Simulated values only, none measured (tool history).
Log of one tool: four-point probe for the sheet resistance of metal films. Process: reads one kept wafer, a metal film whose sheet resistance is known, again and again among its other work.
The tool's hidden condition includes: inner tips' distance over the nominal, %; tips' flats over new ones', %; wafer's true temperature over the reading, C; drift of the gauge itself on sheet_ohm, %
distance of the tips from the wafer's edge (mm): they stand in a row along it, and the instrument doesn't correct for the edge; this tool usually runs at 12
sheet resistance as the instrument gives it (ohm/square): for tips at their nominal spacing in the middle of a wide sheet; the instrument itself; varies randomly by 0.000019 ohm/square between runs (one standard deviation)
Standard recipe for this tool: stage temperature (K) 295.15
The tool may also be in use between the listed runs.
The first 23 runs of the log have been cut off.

run     day  stage temperature (K)  distance of the tips from the wafer's edge (mm)  touches since the probe head was changed  hours of work since the stage's thermometer was calibrated  sheet resistance as the instrument gives it (ohm/square)
 24  14.150                 306.15                                               44                                     14362                                                         344                                                  0.095220
 25  14.575                 304.15                                                4                                     14936                                                         351                                                  0.098256
 26  15.167                 302.15                                                8                                     15732                                                         361                                                  0.095867
 27  15.983                 302.15                                                8                                     16830                                                         374                                                  0.095889
 28  16.646                 297.15                                                5                                     17719                                                         385                                                  0.097026
 29  17.162                 296.15                                                3                                     18417                                                         393                                                  0.100311
 30  17.988                 307.15                                                9                                     19527                                                         406                                                  0.095868
 31  18.696                 303.15                                                9                                     20480                                                         418                                                  0.095772
 32  19.525                 303.15                                                9                                     21595                                                         431                                                  0.095763
 33  20.358                 303.15                                               53                                     22711                                                         444                                                  0.095175
 34  20.958                 292.15                                               20                                     23522                                                         454                                                  0.095003
 35  21.696                 292.15                                               20                                     24514                                                         466                                                  0.095024
 36  22.329                 295.15                                                5                                     25361                                                         476                                                  0.096955
 37  22.812                 295.15                                                5                                     26014                                                         484                                                  0.096987
 38  23.454                 297.15                                               23                                     26877                                                         494                                                  0.095109

What if the next run were any one of these 4? Each begins from the tool's condition after run 38:
  A  23.842                 305.15                                                8                                     27398                                                         501                                                         ?
  B  23.842                 295.15                                               22                                     27398                                                         501                                                         ?
  C  23.842                 295.15                                               31                                     27398                                                         501                                                         ?
  D  23.842                 293.15                                               19                                     27398                                                         501                                                         ?

run  sheet resistance as the instrument gives it (ohm/square)
  A                                                  0.096038
  B                                                  0.095084
  C                                                  0.095000
  D                                                  0.095092
Without the tool's unlogged condition, the same runs would have read:
run  sheet resistance as the instrument gives it (ohm/square)
  A                                                  0.096234
  B                                                  0.095281
  C                                                  0.095197
  D                                                  0.095290
